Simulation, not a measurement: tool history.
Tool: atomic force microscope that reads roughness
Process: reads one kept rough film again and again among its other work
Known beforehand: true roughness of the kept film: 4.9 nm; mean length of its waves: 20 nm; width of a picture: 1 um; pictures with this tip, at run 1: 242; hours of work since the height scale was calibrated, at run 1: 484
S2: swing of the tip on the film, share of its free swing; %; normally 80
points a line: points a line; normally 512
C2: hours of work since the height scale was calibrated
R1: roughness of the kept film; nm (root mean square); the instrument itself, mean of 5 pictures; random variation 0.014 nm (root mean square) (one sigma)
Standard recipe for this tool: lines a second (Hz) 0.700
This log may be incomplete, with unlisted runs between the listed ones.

Run 1, day 0.000: usual settings; pictures with this tip 242; C2 484. Result: R1 2.401 nm (root mean square).
Run 2, day 0.446: usual settings; pictures with this tip 261; C2 492. Result: R1 2.349 nm (root mean square).
Run 3, day 0.950: usual settings; pictures with this tip 284; C2 500. Result: R1 2.292 nm (root mean square).
Run 4, day 1.862: usual settings; pictures with this tip 324; C2 516. Result: R1 2.205 nm (root mean square).
Run 5, day 2.517: usual settings; pictures with this tip 353; C2 527. Result: R1 2.148 nm (root mean square).
Run 6, day 2.996: usual settings; pictures with this tip 374; C2 535. Result: R1 2.104 nm (root mean square).
At day 3.475: new tip fitted.
Run 7, day 3.583: usual settings; pictures with this tip 5; C2 544. Result: R1 3.350 nm (root mean square).
Run 8, day 4.000: usual settings; pictures with this tip 23; C2 551. Result: R1 3.241 nm (root mean square).
Run 9, day 4.617: usual settings; pictures with this tip 51; C2 562. Result: R1 3.127 nm (root mean square).
Run 10, day 5.475: usual settings but S2 71 %; pictures with this tip 89; C2 576. Result: R1 3.038 nm (root mean square).
Run 11, day 6.454: usual settings but lines a second (Hz) 3.751; pictures with this tip 132; C2 593. Result: R1 2.191 nm (root mean square).
Run 12, day 6.996: usual settings but lines a second (Hz) 3.751; pictures with this tip 156; C2 602. Result: R1 2.115 nm (root mean square).
Run 13, day 7.758: usual settings but points a line 848; pictures with this tip 189; C2 615. Result: R1 2.585 nm (root mean square).
Run 14, day 8.329: usual settings but points a line 848; pictures with this tip 215; C2 624. Result: R1 2.488 nm (root mean square).
Run 15, day 8.908: usual settings but points a line 848; pictures with this tip 240; C2 634. Result: R1 2.418 nm (root mean square).
Run 16, day 9.717: usual settings but points a line 848; pictures with this tip 276; C2 648. Result: R1 2.328 nm (root mean square).
Run 17, day 10.192: usual settings but points a line 848; pictures with this tip 297; C2 656. Result: R1 2.298 nm (root mean square).
Run 18, day 11.100: usual settings but points a line 848; pictures with this tip 337; C2 671. Result: R1 2.200 nm (root mean square).

Run 19 is up next; what results do you expect?
Run 19, day 11.567: usual settings but points a line 748; pictures with this tip 358; C2 679. Result: R1 ?.

{"run 19": {"R1": 2.122}}
With no hidden state in the tool, this same run would have given R1 3.405 nm (root mean square).
